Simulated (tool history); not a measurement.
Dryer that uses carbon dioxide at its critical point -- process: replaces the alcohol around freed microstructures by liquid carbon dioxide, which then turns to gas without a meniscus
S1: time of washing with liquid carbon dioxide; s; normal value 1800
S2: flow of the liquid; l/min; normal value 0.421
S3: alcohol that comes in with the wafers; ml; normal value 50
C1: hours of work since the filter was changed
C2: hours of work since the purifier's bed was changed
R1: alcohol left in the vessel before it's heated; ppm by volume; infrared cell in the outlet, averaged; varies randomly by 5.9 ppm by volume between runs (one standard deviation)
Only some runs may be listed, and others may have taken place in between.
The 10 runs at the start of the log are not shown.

run	hour	S1	S2	S3	C1	C2	R1
11	106.4	1800	0.487	50	112	112	125
12	115.8	1800	0.487	50	118	118	139
13	131.5	1800	0.487	50	130	130	138
14	142.6	1800	0.487	50	138	138	138
15	159.1	1800	0.487	50	150	150	148
16	167.1	2580	0.487	50	156	156	43
17	180.2	1800	0.421	50	165	165	280
18	192.3	1260	0.421	50	174	174	1027
19	203.2	2160	0.625	59	182	182	44
20	211.8	2160	0.625	59	188	188	38
21	222.8	1560	0.631	49	196	196	96
22	235.2	1200	0.322	104	205	205	5129
23	250.4	1800	0.3	33	216	216	696
24	257.9	1260	0.658	46	221	221	187
25	271.8	1560	0.55	104	231	231	343
26	281.8	2280	0.421	50	238	238	132
27	289.9	1740	0.307	50	244	244	1131
28	302.3	2400	0.518	60	253	253	60
29	308.9	2400	0.425	60	258	258	120
30	319.6	2400	0.409	22	266	266	82
31	330.2	2400	0.409	22	273	273	86
32	344.4	2400	0.357	52	284	284	220
33	351.7	1080	0.357	22	289	289	1171

Alternative continuations, all from the tool just after run 33; predict every row:
A	367.9	2040	0.357	22	301	301	?
B	367.9	1200	0.332	50	301	301	?
C	367.9	1080	0.357	29	301	301	?
D	367.9	1980	0.282	84	301	301	?
E	367.9	1080	0.478	22	301	301	?

run	R1
A	222
B	2448
C	1525
D	1674
E	571
With no hidden state in the tool, these same runs would have given:
run	R1
A	131
B	2040
C	1261
D	1296
E	423
